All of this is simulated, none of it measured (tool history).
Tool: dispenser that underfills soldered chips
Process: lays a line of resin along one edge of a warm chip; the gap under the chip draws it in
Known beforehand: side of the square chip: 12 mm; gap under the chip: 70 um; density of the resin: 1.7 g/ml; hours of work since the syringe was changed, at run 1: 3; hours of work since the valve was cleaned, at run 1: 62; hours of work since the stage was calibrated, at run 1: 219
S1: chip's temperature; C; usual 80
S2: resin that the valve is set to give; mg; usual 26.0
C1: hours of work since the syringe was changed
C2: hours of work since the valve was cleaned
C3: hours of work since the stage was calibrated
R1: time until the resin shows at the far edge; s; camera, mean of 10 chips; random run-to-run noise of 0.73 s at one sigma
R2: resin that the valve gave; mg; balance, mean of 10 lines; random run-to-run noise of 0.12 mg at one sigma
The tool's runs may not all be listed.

| run | hour | S1 | S2 | C1 | C2 | C3 | R1 | R2 |
|---|---|---|---|---|---|---|---|---|
| 1 | 0.0 | 80 | 26.0 | 3 | 62 | 219 | 79.3 | 24.64 |
| 2 | 7.0 | 80 | 26.0 | 8 | 66 | 224 | 98.4 | 24.51 |
|  | 12.2 | new syringe of resin |
| 3 | 12.2 | 87 | 26.0 | 0 | 70 | 227 | 55.0 | 24.51 |
| 4 | 16.7 | 87 | 26.0 | 3 | 73 | 230 | 63.7 | 24.31 |
| 5 | 25.2 | 87 | 26.0 | 9 | 79 | 236 | 81.4 | 24.34 |
|  | 28.6 | new syringe of resin |
| 6 | 33.3 | 81 | 26.0 | 3 | 84 | 241 | 78.2 | 24.09 |
| 7 | 40.6 | 81 | 26.0 | 8 | 89 | 246 | 97.7 | 24.02 |
|  | 44.8 | new syringe of resin |
| 8 | 47.3 | 80 | 26.0 | 2 | 93 | 250 | 76.2 | 23.99 |
| 9 | 57.4 | 80 | 26.0 | 9 | 100 | 257 | 101.6 | 23.91 |
|  | 61.5 | new syringe of resin |
| 10 | 63.8 | 80 | 26.0 | 2 | 104 | 261 | 75.9 | 23.97 |
| 11 | 70.6 | 80 | 22.3 | 6 | 108 | 266 | 97.5 | 20.31 |
|  | 78.4 | new syringe of resin |
| 12 | 80.2 | 80 | 24.7 | 1 | 115 | 272 | 77.6 | 22.29 |
| 13 | 90.7 | 80 | 24.7 | 8 | 122 | 279 | 103.3 | 22.24 |
|  | 94.8 | new syringe of resin |
| 14 | 97.7 | 80 | 24.7 | 2 | 126 | 283 | 77.4 | 21.97 |
|  | 100.4 | dispensing valve cleaned and set on the balance |
| 15 | 106.8 | 80 | 30.7 | 7 | 4 | 289 | 95.0 | 30.52 |
|  | 112.4 | new syringe of resin |
| 16 | 117.5 | 84 | 27.2 | 3 | 11 | 296 | 70.2 | 27.01 |
| 17 | 126.8 | 73 | 26.7 | 10 | 18 | 302 | 134.6 | 26.35 |
|  | 128.6 | new syringe of resin |
| 18 | 136.3 | 73 | 26.7 | 5 | 24 | 308 | 113.3 | 26.08 |
| 19 | 143.9 | 86 | 31.0 | 10 | 29 | 314 | 89.1 | 30.51 |
|  | 145.5 | new syringe of resin |
| 20 | 153.7 | 86 | 31.0 | 6 | 35 | 320 | 72.9 | 30.15 |
|  | 161.9 | new syringe of resin |
| 21 | 164.2 | 86 | 27.0 | 2 | 42 | 327 | 60.1 | 26.09 |
| 22 | 171.8 | 86 | 27.0 | 7 | 47 | 332 | 75.5 | 25.83 |
|  | 178.3 | new syringe of resin |
| 23 | 180.7 | 71 | 22.7 | 2 | 53 | 338 | 113.8 | 21.65 |
| 24 | 187.6 | 66 | 26.0 | 6 | 58 | 342 | 163.2 | 24.86 |
|  | 194.8 | new syringe of resin |
| 25 | 194.8 | 73 | 30.8 | 0 | 62 | 347 | 91.2 | 29.23 |
| 26 | 202.7 | 73 | 30.8 | 5 | 68 | 352 | 112.3 | 28.87 |
| 27 | 210.1 | 73 | 24.1 | 10 | 73 | 357 | 144.0 | 22.57 |

Entry by entry between the runs, the difference in hidden state between the last listed run before and the first listed run after:
After run 2, before run 3: new syringe of resin (hour 12.2)
  resin's viscosity, % of fresh resin's: 135.6 -> 101.1; dose that the valve gives, % of what is set: 94.56 -> 94.26; true chip temperature over the reading, C: -1.23 -> -1.25
  measured value less the no-hidden-state value, R1: +29.6 -> +3.4 s; R2: -1.42 -> -1.50 mg
After run 5, before run 6: new syringe of resin (hour 28.6)
  resin's viscosity, % of fresh resin's: 145.9 -> 115.9; dose that the valve gives, % of what is set: 93.57 -> 93.12; true chip temperature over the reading, C: -1.31 -> -1.35
  measured value less the no-hidden-state value, R1: +28.8 -> +14.8 s; R2: -1.67 -> -1.79 mg
After run 7, before run 8: new syringe of resin (hour 44.8)
  resin's viscosity, % of fresh resin's: 142.4 -> 107.6; dose that the valve gives, % of what is set: 92.67 -> 92.31; true chip temperature over the reading, C: -1.37 -> -1.4
  measured value less the no-hidden-state value, R1: +33.2 -> +10.0 s; R2: -1.90 -> -2.00 mg
After run 9, before run 10: new syringe of resin (hour 61.5)
  resin's viscosity, % of fresh resin's: 143 -> 106.6; dose that the valve gives, % of what is set: 91.69 -> 91.38; true chip temperature over the reading, C: -1.44 -> -1.47
  measured value less the no-hidden-state value, R1: +35.4 -> +9.4 s; R2: -2.17 -> -2.25 mg
After run 11, before run 12: new syringe of resin (hour 78.4)
  resin's viscosity, % of fresh resin's: 128.9 -> 105.5; dose that the valve gives, % of what is set: 90.96 -> 90.41; true chip temperature over the reading, C: -1.49 -> -1.53
  measured value less the no-hidden-state value, R1: +28.3 -> +9.7 s; R2: -2.02 -> -2.36 mg
After run 13, before run 14: new syringe of resin (hour 94.8)
  resin's viscosity, % of fresh resin's: 141.4 -> 106.7; dose that the valve gives, % of what is set: 89.8 -> 89.44; true chip temperature over the reading, C: -1.58 -> -1.6
  measured value less the no-hidden-state value, R1: +36.2 -> +10.9 s; R2: -2.52 -> -2.60 mg
After run 14, before run 15: dispensing valve cleaned and set on the balance (hour 100.4)
  resin's viscosity, % of fresh resin's: 106.7 -> 134.1; dose that the valve gives, % of what is set: 89.44 -> 99.64; true chip temperature over the reading, C: -1.6 -> -1.64
  measured value less the no-hidden-state value, R1: +10.9 -> +28.1 s; R2: -2.60 -> -0.11 mg
After run 15, before run 16: new syringe of resin (hour 112.4)
  resin's viscosity, % of fresh resin's: 134.1 -> 114.3; dose that the valve gives, % of what is set: 99.64 -> 99.05; true chip temperature over the reading, C: -1.64 -> -1.69
  measured value less the no-hidden-state value, R1: +28.1 -> +12.3 s; R2: -0.11 -> -0.25 mg
After run 17, before run 18: new syringe of resin (hour 128.6)
  resin's viscosity, % of fresh resin's: 148.5 -> 125.2; dose that the valve gives, % of what is set: 98.5 -> 97.95; true chip temperature over the reading, C: -1.73 -> -1.76
  measured value less the no-hidden-state value, R1: +49.7 -> +28.9 s; R2: -0.40 -> -0.55 mg
After run 19, before run 20: new syringe of resin (hour 145.5)
  resin's viscosity, % of fresh resin's: 155 -> 128.7; dose that the valve gives, % of what is set: 97.49 -> 96.97; true chip temperature over the reading, C: -1.8 -> -1.84
  measured value less the no-hidden-state value, R1: +35.1 -> +19.9 s; R2: -0.79 -> -0.95 mg
After run 20, before run 21: new syringe of resin (hour 161.9)
  resin's viscosity, % of fresh resin's: 128.7 -> 105.8; dose that the valve gives, % of what is set: 96.97 -> 96.34; true chip temperature over the reading, C: -1.84 -> -1.88
  measured value less the no-hidden-state value, R1: +19.9 -> +7.1 s; R2: -0.95 -> -0.99 mg
After run 22, before run 23: new syringe of resin (hour 178.3)
  resin's viscosity, % of fresh resin's: 130.9 -> 109.6; dose that the valve gives, % of what is set: 95.97 -> 95.52; true chip temperature over the reading, C: -1.92 -> -1.95
  measured value less the no-hidden-state value, R1: +21.6 -> +18.7 s; R2: -1.08 -> -1.01 mg
After run 24, before run 25: new syringe of resin (hour 194.8)
  resin's viscosity, % of fresh resin's: 133 -> 98.9; dose that the valve gives, % of what is set: 95.09 -> 94.7; true chip temperature over the reading, C: -1.98 -> -2.01
  measured value less the no-hidden-state value, R1: +50.5 -> +6.1 s; R2: -1.29 -> -1.64 mg

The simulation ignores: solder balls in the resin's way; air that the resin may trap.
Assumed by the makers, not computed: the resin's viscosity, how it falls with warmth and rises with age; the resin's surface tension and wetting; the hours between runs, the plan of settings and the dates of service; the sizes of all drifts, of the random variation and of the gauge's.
